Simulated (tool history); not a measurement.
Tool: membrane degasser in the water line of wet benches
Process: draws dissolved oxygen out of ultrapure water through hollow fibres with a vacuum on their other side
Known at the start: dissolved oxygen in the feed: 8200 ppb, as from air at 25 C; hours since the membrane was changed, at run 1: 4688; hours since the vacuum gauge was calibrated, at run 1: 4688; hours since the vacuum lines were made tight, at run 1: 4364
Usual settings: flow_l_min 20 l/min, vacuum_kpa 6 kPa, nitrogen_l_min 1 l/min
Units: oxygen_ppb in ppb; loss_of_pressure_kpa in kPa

run    hour  flow_l_min  vacuum_kpa  nitrogen_l_min  hours since the membrane was changed  hours since the vacuum gauge was calibrated  hours since the vacuum lines were made tight  oxygen_ppb  loss_of_pressure_kpa
  1       0          20           6               1                                  4688                                         4688                                          4364       182.6                 45.73
  2    82.9          20           6            1.58                                  4771                                         4771                                          4447       139.2                 46.08
  3   201.5          20           6            1.58                                  4890                                         4890                                          4565       139.8                 45.86
  4   314.8          22           6               1                                  5003                                         5003                                          4678       200.5                 50.22
  5     367          22           6               1                                  5055                                         5055                                          4731       201.9                 50.33
      413.5  -- vacuum gauge calibrated
  6   480.9          20        4.39               1                                  5169                                           67                                          4844       114.4                 45.66
  7   534.2          20        8.89               1                                  5222                                          121                                          4897       305.3                 45.99
      628.6  -- vacuum gauge calibrated, once more
  8   635.9          20        8.89               1                                  5323                                            7                                          4999       297.9                 46.07
  9   714.2          20        8.89               1                                  5401                                           86                                          5077       298.4                 45.85
 10     794          20        8.89               1                                  5481                                          165                                          5157       299.3                 45.64
 11   872.6          20        8.89               1                                  5560                                          244                                          5235       300.9                 45.68
 12   929.6          20           6             2.8                                  5617                                          301                                          5292       102.2                  45.8
 13  1009.6          20           6             2.8                                  5697                                          381                                          5372       102.6                 45.87
 14  1094.2          20           6             2.8                                  5782                                          466                                          5457       102.7                 46.05
 15  1206.2          20           6             2.8                                  5893                                          578                                          5569       102.6                  46.1
 16  1259.6          20           6            1.65                                  5947                                          631                                          5622       133.5                  45.8
 17    1351          20           6            1.65                                  6038                                          722                                          5714       134.2                 45.94
 18  1464.3          18        6.07            0.44                                  6152                                          836                                          5827       271.4                 41.29
 19  1516.2          27        7.25            1.63                                  6203                                          888                                          5879       237.3                 62.13
 20  1617.1          27       12.63             2.5                                  6304                                          989                                          5980         319                 62.25
 21  1696.4          27       12.63             2.5                                  6384                                         1068                                          6059       316.5                 61.89
 22  1794.7          24       12.72            1.32                                  6482                                         1166                                          6157       443.3                 55.04
 23  1860.5          20        10.8            1.07                                  6548                                         1232                                          6223       361.1                 45.91
 24  1926.9          20        4.43               1                                  6614                                         1298                                          6289       109.3                 45.95
 25  2011.2          20         9.8               1                                  6698                                         1383                                          6374       343.7                 45.91
 26  2091.7          20         9.8               1                                  6779                                         1463                                          6454       338.9                 45.84
 27  2157.6          22        5.48               1                                  6845                                         1529                                          6520       174.6                 50.56
 28  2224.7          22        5.48               1                                  6912                                         1596                                          6587       174.2                 50.29
 29  2344.4          20       13.49               1                                  7032                                         1716                                          6707       487.4                 46.03
 30    2438          20       13.44               1                                  7125                                         1809                                          6801       488.9                 46.13
 31  2528.1          20       13.44               1                                  7215                                         1899                                          6891       488.7                 46.08
 32    2622          20       13.44               1                                  7309                                         1993                                          6985         490                 46.15
 33  2700.3          14         5.5            0.83                                  7388                                         2072                                          7063       117.2                 32.26

Hidden state at the last listed run before each entry between runs and at the first one after, where it differs:
Between runs 5 and 6: vacuum gauge calibrated (hour 413.5)
  true pressure behind the membrane over the reading, kPa: 0.13 -> 0.16
  measured less the result without the state, oxygen_ppb: +10.9 -> +11.3 ppb; loss_of_pressure_kpa: +0.77 -> +0.71 kPa
Between runs 7 and 8: vacuum gauge calibrated, once more (hour 628.6)
  true pressure behind the membrane over the reading, kPa: 0.16 -> -0.03; air that leaks in behind the membrane, l/min: 0.0062 -> 0.0063
  measured less the result without the state, oxygen_ppb: +11.5 -> +3.6 ppb; loss_of_pressure_kpa: +0.72 -> +0.73 kPa

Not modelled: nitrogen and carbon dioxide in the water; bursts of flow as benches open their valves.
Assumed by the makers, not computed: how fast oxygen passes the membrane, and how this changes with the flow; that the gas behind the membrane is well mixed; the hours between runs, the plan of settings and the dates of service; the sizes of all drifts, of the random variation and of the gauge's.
